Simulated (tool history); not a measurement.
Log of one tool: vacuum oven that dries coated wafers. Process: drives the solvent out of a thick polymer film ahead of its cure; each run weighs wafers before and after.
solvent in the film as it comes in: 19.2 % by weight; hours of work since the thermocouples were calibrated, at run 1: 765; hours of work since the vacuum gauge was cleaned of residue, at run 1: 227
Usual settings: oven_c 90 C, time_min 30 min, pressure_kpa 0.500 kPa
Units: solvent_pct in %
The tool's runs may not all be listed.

run	hour	oven_c	time_min	pressure_kpa	hours of work since the thermocouples were calibrated	hours of work since the vacuum gauge was cleaned of residue	solvent_pct
1	0.0	90	30	0.500	765	227	1.58
2	21.7	87	30	0.500	775	237	2.27
3	44.1	94	30	0.500	786	248	0.91
4	55.3	94	30	0.500	791	253	0.89
# hour 61.9: oven's thermocouples calibrated
5	69.9	94	30	0.500	4	259	0.97
6	86.1	94	30	0.500	12	267	1.00
7	102.3	94	30	0.500	19	275	0.98
8	119.4	90	30	0.500	27	283	1.71
9	138.5	90	30	0.500	37	292	1.65
10	153.1	90	15	0.500	43	299	4.87
11	174.7	90	15	0.500	54	309	4.75
12	189.4	90	15	0.500	61	316	4.86
13	215.6	90	15	0.500	73	329	4.88
14	229.9	90	15	0.500	80	335	4.87
15	246.5	90	30	0.500	88	343	1.69
16	257.8	81	20	0.838	93	349	6.73
17	279.5	96	43	0.838	104	359	0.52
18	305.0	93	22	0.500	116	371	2.03
19	327.9	95	30	0.500	127	382	0.87
20	352.9	95	40	0.500	139	394	0.56
21	370.4	83	23	0.500	147	402	5.08
22	385.0	97	19	0.269	154	409	1.58
23	398.9	104	33	1.878	161	416	0.72
24	418.0	104	33	1.878	170	425	0.69
25	443.8	94	36	1.381	182	437	1.17
26	459.9	94	36	1.381	190	445	1.12

What will run 27 give?
27	480.2	94	36	1.381	199	455	?

solvent_pct: 1.11 %
On a tool with no hidden condition, and with the same random variation, this run would have come out at solvent_pct 1.06 %.
